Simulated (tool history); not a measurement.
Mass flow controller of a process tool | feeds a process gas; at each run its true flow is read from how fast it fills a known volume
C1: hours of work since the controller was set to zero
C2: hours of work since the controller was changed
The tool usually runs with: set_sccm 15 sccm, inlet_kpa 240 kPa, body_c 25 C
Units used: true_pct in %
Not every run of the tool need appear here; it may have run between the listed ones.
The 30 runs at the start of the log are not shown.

run 31 hour=4243.5 | set_sccm=27 inlet_kpa=168 body_c=25 | C1=4925 C2=4925 | true_pct=99.09
run 32 hour=4389.2 | set_sccm=27 inlet_kpa=168 body_c=25 | C1=4995 C2=4995 | true_pct=99.26
run 33 hour=4480.6 | set_sccm=26 inlet_kpa=168 body_c=25 | C1=5039 C2=5039 | true_pct=99.29
run 34 hour=4611.0 | set_sccm=26 inlet_kpa=184 body_c=39 | C1=5102 C2=5102 | true_pct=98.54
run 35 hour=4812.2 | set_sccm=26 inlet_kpa=184 body_c=39 | C1=5199 C2=5199 | true_pct=98.36
run 36 hour=4953.4 | set_sccm=26 inlet_kpa=184 body_c=39 | C1=5267 C2=5267 | true_pct=98.37
run 37 hour=5064.4 | set_sccm=26 inlet_kpa=184 body_c=39 | C1=5321 C2=5321 | true_pct=98.42
run 38 hour=5204.4 | set_sccm=26 inlet_kpa=184 body_c=39 | C1=5388 C2=5388 | true_pct=98.26
run 39 hour=5400.7 | set_sccm=15 inlet_kpa=240 body_c=29 | C1=5483 C2=5483 | true_pct=97.55
run 40 hour=5591.1 | set_sccm=15 inlet_kpa=194 body_c=29 | C1=5575 C2=5575 | true_pct=97.46
run 41 hour=5747.3 | set_sccm=15 inlet_kpa=194 body_c=29 | C1=5650 C2=5650 | true_pct=97.43
run 42 hour=5940.9 | set_sccm=15 inlet_kpa=207 body_c=31 | C1=5743 C2=5743 | true_pct=97.40
run 43 hour=6033.6 | set_sccm=41 inlet_kpa=207 body_c=38 | C1=5788 C2=5788 | true_pct=99.32
run 44 hour=6154.5 | set_sccm=15 inlet_kpa=259 body_c=37 | C1=5846 C2=5846 | true_pct=97.17
run 45 hour=6323.5 | set_sccm=13 inlet_kpa=271 body_c=29 | C1=5928 C2=5928 | true_pct=97.18
run 46 hour=6506.1 | set_sccm=11 inlet_kpa=163 body_c=37 | C1=6016 C2=6016 | true_pct=95.70
run 47 hour=6595.8 | set_sccm=8 inlet_kpa=142 body_c=28 | C1=6059 C2=6059 | true_pct=94.43
run 48 hour=6782.6 | set_sccm=8 inlet_kpa=142 body_c=28 | C1=6149 C2=6149 | true_pct=94.32

Alternative continuations, all from the tool just after run 48; predict every row:
run A hour=6905.1 | set_sccm=14 inlet_kpa=173 body_c=28 | C1=6208 C2=6208 | true_pct=?
run B hour=6905.1 | set_sccm=5 inlet_kpa=151 body_c=32 | C1=6208 C2=6208 | true_pct=?
run C hour=6905.1 | set_sccm=15 inlet_kpa=239 body_c=20 | C1=6208 C2=6208 | true_pct=?
run D hour=6905.1 | set_sccm=31 inlet_kpa=237 body_c=23 | C1=6208 C2=6208 | true_pct=?
run E hour=6905.1 | set_sccm=25 inlet_kpa=148 body_c=32 | C1=6208 C2=6208 | true_pct=?

run=A true_pct=97.05
run=B true_pct=90.50
run=C true_pct=97.90
run=D true_pct=99.57
run=E true_pct=98.51
Without the tool's hidden state the same runs would have given:
run=A true_pct=99.26
run=B true_pct=98.93
run=C true_pct=99.88
run=D true_pct=99.88
run=E true_pct=99.20
